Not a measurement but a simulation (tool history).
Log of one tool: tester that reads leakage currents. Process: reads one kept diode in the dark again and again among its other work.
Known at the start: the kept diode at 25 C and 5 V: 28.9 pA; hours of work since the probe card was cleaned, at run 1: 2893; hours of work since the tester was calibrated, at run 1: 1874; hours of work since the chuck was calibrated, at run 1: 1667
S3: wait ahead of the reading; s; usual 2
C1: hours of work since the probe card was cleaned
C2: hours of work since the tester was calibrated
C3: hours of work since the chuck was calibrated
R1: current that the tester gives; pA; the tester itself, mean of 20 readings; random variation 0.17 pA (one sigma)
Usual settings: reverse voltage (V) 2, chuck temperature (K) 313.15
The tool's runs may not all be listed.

{"run": 1, "hour": 0.0, "reverse voltage (V)": 2, "chuck temperature (K)": 313.15, "S3": 2, "C1": 2893, "C2": 1874, "C3": 1667, "R1": 54.01}
{"run": 2, "hour": 136.9, "reverse voltage (V)": 2, "chuck temperature (K)": 313.15, "S3": 0.66, "C1": 2990, "C2": 1971, "C3": 1763, "R1": 54.13}
{"run": 3, "hour": 232.3, "reverse voltage (V)": 2, "chuck temperature (K)": 313.15, "S3": 0.66, "C1": 3057, "C2": 2038, "C3": 1831, "R1": 53.94}
{"run": 4, "hour": 359.3, "reverse voltage (V)": 2, "chuck temperature (K)": 308.15, "S3": 2, "C1": 3147, "C2": 2128, "C3": 1920, "R1": 38.34}
{"run": 5, "hour": 503.9, "reverse voltage (V)": 2, "chuck temperature (K)": 308.15, "S3": 2, "C1": 3249, "C2": 2230, "C3": 2022, "R1": 38.31}
{"run": 6, "hour": 608.3, "reverse voltage (V)": 2, "chuck temperature (K)": 308.15, "S3": 2, "C1": 3322, "C2": 2303, "C3": 2096, "R1": 38.05}
{"run": 7, "hour": 749.5, "reverse voltage (V)": 2, "chuck temperature (K)": 313.15, "S3": 0.4, "C1": 3422, "C2": 2403, "C3": 2196, "R1": 53.8}
{"hour": 948.7, "done": "probe card cleaned and baked"}
{"run": 8, "hour": 952.4, "reverse voltage (V)": 2, "chuck temperature (K)": 313.15, "S3": 0.4, "C1": 3, "C2": 2544, "C3": 2337, "R1": 49.22}
{"hour": 992.2, "done": "chuck's temperature calibrated"}
{"run": 9, "hour": 1093.6, "reverse voltage (V)": 2, "chuck temperature (K)": 313.15, "S3": 0.4, "C1": 101, "C2": 2642, "C3": 72, "R1": 52.89}
{"run": 10, "hour": 1282.5, "reverse voltage (V)": 2.62, "chuck temperature (K)": 313.15, "S3": 0.4, "C1": 234, "C2": 2776, "C3": 205, "R1": 61.49}
{"run": 11, "hour": 1492.7, "reverse voltage (V)": 2.62, "chuck temperature (K)": 313.15, "S3": 0.4, "C1": 383, "C2": 2924, "C3": 353, "R1": 61.74}
{"run": 12, "hour": 1672.7, "reverse voltage (V)": 2.62, "chuck temperature (K)": 313.15, "S3": 0.4, "C1": 510, "C2": 3051, "C3": 480, "R1": 61.28}
{"run": 13, "hour": 1837.3, "reverse voltage (V)": 2.62, "chuck temperature (K)": 313.15, "S3": 0.4, "C1": 626, "C2": 3167, "C3": 597, "R1": 61.27}
{"run": 14, "hour": 2051.1, "reverse voltage (V)": 2, "chuck temperature (K)": 313.15, "S3": 6.69, "C1": 777, "C2": 3318, "C3": 747, "R1": 51.74}
{"run": 15, "hour": 2207.7, "reverse voltage (V)": 2, "chuck temperature (K)": 313.15, "S3": 2, "C1": 887, "C2": 3429, "C3": 858, "R1": 51.31}
{"run": 16, "hour": 2318.5, "reverse voltage (V)": 2, "chuck temperature (K)": 313.15, "S3": 2, "C1": 965, "C2": 3507, "C3": 936, "R1": 51.4}
{"run": 17, "hour": 2449.7, "reverse voltage (V)": 2.81, "chuck temperature (K)": 313.15, "S3": 2, "C1": 1058, "C2": 3600, "C3": 1029, "R1": 62.43}
{"run": 18, "hour": 2556.8, "reverse voltage (V)": 2, "chuck temperature (K)": 313.15, "S3": 7, "C1": 1134, "C2": 3675, "C3": 1104, "R1": 51.34}
{"run": 19, "hour": 2715.3, "reverse voltage (V)": 13.11, "chuck temperature (K)": 313.15, "S3": 0.54, "C1": 1246, "C2": 3787, "C3": 1216, "R1": 157.45}
{"run": 20, "hour": 2880.1, "reverse voltage (V)": 2.81, "chuck temperature (K)": 313.15, "S3": 4.37, "C1": 1362, "C2": 3903, "C3": 1333, "R1": 62.23}
{"run": 21, "hour": 3005.1, "reverse voltage (V)": 7.11, "chuck temperature (K)": 309.15, "S3": 2, "C1": 1450, "C2": 3992, "C3": 1421, "R1": 82.22}
{"run": 22, "hour": 3195.0, "reverse voltage (V)": 7.11, "chuck temperature (K)": 309.15, "S3": 2, "C1": 1584, "C2": 4126, "C3": 1555, "R1": 82.16}
{"run": 23, "hour": 3381.2, "reverse voltage (V)": 7.11, "chuck temperature (K)": 327.15, "S3": 2.49, "C1": 1716, "C2": 4257, "C3": 1686, "R1": 275.14}
{"run": 24, "hour": 3589.0, "reverse voltage (V)": 7.11, "chuck temperature (K)": 327.15, "S3": 2.49, "C1": 1862, "C2": 4404, "C3": 1833, "R1": 274.57}
{"run": 25, "hour": 3800.1, "reverse voltage (V)": 7.11, "chuck temperature (K)": 327.15, "S3": 2.49, "C1": 2011, "C2": 4553, "C3": 1982, "R1": 271.69}
{"hour": 3950.1, "done": "tester calibrated"}
{"run": 26, "hour": 4019.9, "reverse voltage (V)": 1.59, "chuck temperature (K)": 325.15, "S3": 9.86, "C1": 2165, "C2": 49, "C3": 2136, "R1": 100.43}
{"run": 27, "hour": 4143.2, "reverse voltage (V)": 1.59, "chuck temperature (K)": 325.15, "S3": 9.86, "C1": 2252, "C2": 136, "C3": 2223, "R1": 100.73}
{"hour": 4346.2, "done": "chuck's temperature calibrated"}
{"run": 28, "hour": 4346.2, "reverse voltage (V)": 15.98, "chuck temperature (K)": 301.15, "S3": 0.43, "C1": 2394, "C2": 278, "C3": 0, "R1": 98.13}
{"run": 29, "hour": 4465.3, "reverse voltage (V)": 15.98, "chuck temperature (K)": 301.15, "S3": 0.43, "C1": 2478, "C2": 362, "C3": 84, "R1": 99.63}
{"run": 30, "hour": 4665.1, "reverse voltage (V)": 15.98, "chuck temperature (K)": 301.15, "S3": 5.49, "C1": 2619, "C2": 503, "C3": 225, "R1": 96.86}
{"run": 31, "hour": 4857.0, "reverse voltage (V)": 15.98, "chuck temperature (K)": 310.15, "S3": 5.49, "C1": 2755, "C2": 639, "C3": 361, "R1": 166.98}
{"run": 32, "hour": 4954.2, "reverse voltage (V)": 5.22, "chuck temperature (K)": 303.15, "S3": 7.42, "C1": 2823, "C2": 707, "C3": 429, "R1": 51.88}
{"run": 33, "hour": 5119.0, "reverse voltage (V)": 2.85, "chuck temperature (K)": 303.15, "S3": 7.42, "C1": 2939, "C2": 824, "C3": 546, "R1": 35.08}
{"run": 34, "hour": 5234.0, "reverse voltage (V)": 13.26, "chuck temperature (K)": 310.15, "S3": 2, "C1": 3021, "C2": 905, "C3": 627, "R1": 148.47}
{"run": 35, "hour": 5426.4, "reverse voltage (V)": 3.11, "chuck temperature (K)": 310.15, "S3": 2, "C1": 3156, "C2": 1041, "C3": 763, "R1": 59.08}

5 ways to go on from here, each from the tool as it stands after run 35. What would each give?
{"run": "A", "hour": 5533.0, "reverse voltage (V)": 12.99, "chuck temperature (K)": 313.15, "S3": 2, "C1": 3232, "C2": 1116, "C3": 838, "R1": "?"}
{"run": "B", "hour": 5533.0, "reverse voltage (V)": 3.11, "chuck temperature (K)": 302.15, "S3": 2.06, "C1": 3232, "C2": 1116, "C3": 838, "R1": "?"}
{"run": "C", "hour": 5533.0, "reverse voltage (V)": 16.52, "chuck temperature (K)": 306.15, "S3": 2, "C1": 3232, "C2": 1116, "C3": 838, "R1": "?"}
{"run": "D", "hour": 5533.0, "reverse voltage (V)": 3.4, "chuck temperature (K)": 316.15, "S3": 3.42, "C1": 3232, "C2": 1116, "C3": 838, "R1": "?"}
{"run": "E", "hour": 5533.0, "reverse voltage (V)": 5.75, "chuck temperature (K)": 303.15, "S3": 0.69, "C1": 3232, "C2": 1116, "C3": 838, "R1": "?"}

run=A R1=176.79
run=B R1=34.9
run=C R1=136.69
run=D R1=92.15
run=E R1=56.59
Without the tool's hidden state the same runs would have given:
run=A R1=158.77
run=B R1=30.3
run=C R1=108.68
run=D R1=90.2
run=E R1=47.46
